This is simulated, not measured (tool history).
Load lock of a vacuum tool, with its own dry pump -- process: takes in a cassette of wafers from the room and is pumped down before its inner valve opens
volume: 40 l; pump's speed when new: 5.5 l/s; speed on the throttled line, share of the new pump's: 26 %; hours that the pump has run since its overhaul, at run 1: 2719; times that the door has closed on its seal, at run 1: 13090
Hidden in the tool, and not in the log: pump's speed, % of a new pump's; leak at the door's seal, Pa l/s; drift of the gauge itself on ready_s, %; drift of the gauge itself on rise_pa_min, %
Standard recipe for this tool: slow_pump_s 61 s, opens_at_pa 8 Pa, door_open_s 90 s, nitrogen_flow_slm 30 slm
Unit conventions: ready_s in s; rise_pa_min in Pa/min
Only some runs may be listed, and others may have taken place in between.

run   hour  slow_pump_s  opens_at_pa  door_open_s  nitrogen_flow_slm  hours that the pump has run since its overhaul  times that the door has closed on its seal  incoming humidity of the room's air, %  ready_s  rise_pa_min
  1    0.0           61            8           90                 30                                            2719                                       13090                                    42.6    114.4        0.035
  2   83.3           61           11           90                 30                                            2802                                       13479                                    41.0    111.3        0.035
  3  150.9           61            8           90                 30                                            2870                                       13795                                    45.7    115.5        0.048
  4  213.5           61            8           90                 30                                            2933                                       14088                                    46.8    113.6        0.041
  5  293.5           61            8           90                 30                                            3013                                       14462                                    47.2    113.4        0.047
  6  349.1           61           16           90                 30                                            3068                                       14722                                    47.0    111.7        0.041
  7  415.0           61           16           90                 30                                            3134                                       15030                                    46.4    109.3        0.040
  8  456.8          109            8          166                 30                                            3176                                       15225                                    42.8    151.1        0.052
  9  529.5           33            8          166                 29                                            3249                                       15565                                    45.0     94.2        0.059
 10  607.1           33            8          195                  8                                            3326                                       15928                                    47.9     93.0        0.095
 11  673.6           38            8           31                 10                                            3393                                       16239                                    46.1     97.4        0.038
 12  743.4           61            8          180                 30                                            3463                                       16565                                    43.4    114.4        0.057

What if the next run were any one of these 3? Each begins from the tool's condition after run 12:
  A  841.6           61            8          180                 30                                            3561                                       17024                                    43.1        ?            ?
  B  841.6           61           11           90                 25                                            3561                                       17024                                    46.5        ?            ?
  C  841.6           55            8          180                 30                                            3561                                       17024                                    44.0        ?            ?

run  ready_s  rise_pa_min
  A    115.3        0.062
  B    112.7        0.045
  C    110.6        0.063
Take away the tool's hidden state, keep each run's random variation, and the runs would have read:
run  ready_s  rise_pa_min
  A    115.3        0.061
  B    112.7        0.045
  C    110.6        0.063
